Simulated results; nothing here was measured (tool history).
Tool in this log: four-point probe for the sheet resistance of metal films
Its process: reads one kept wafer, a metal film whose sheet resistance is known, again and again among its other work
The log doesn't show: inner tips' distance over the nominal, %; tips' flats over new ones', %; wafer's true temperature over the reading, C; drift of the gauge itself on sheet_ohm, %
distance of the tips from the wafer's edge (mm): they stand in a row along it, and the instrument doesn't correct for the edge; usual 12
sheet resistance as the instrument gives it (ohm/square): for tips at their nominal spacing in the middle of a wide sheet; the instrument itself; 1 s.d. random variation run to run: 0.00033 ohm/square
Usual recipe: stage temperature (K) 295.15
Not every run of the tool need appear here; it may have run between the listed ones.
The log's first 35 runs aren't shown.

run,hour,stage temperature (K),distance of the tips from the wafer's edge (mm),touches since the probe head was changed,hours of work since the stage's thermometer was calibrated,sheet resistance as the instrument gives it (ohm/square)
36,737.7,292.15,3,43831,673,1.657343
37,751.7,292.15,3,44065,679,1.657814
38,766.5,294.15,17,44310,685,1.636609
39,797.0,293.15,20,44818,698,1.634940
40,819.5,304.15,8,45193,707,1.650225
41,836.8,303.15,22,45481,714,1.646041
42,861.8,296.15,52,45897,725,1.637583
43,875.3,297.15,30,46121,730,1.638306
44,904.1,297.15,30,46602,742,1.638801
45,923.8,301.15,3,46930,750,1.667676

Each row is a separate what-if for the run after 45, all from the same tool condition, not one after another. Results?
A,944.0,301.15,7,47265,758,?
B,944.0,301.15,67,47265,758,?
C,944.0,295.15,3,47265,758,?
D,944.0,306.15,14,47265,758,?

run,sheet resistance as the instrument gives it (ohm/square)
A,1.647364
B,1.642615
C,1.660641
D,1.650065
Without the tool's hidden state the same runs would have given:
run,sheet resistance as the instrument gives it (ohm/square)
A,1.667425
B,1.662623
C,1.680841
D,1.670166
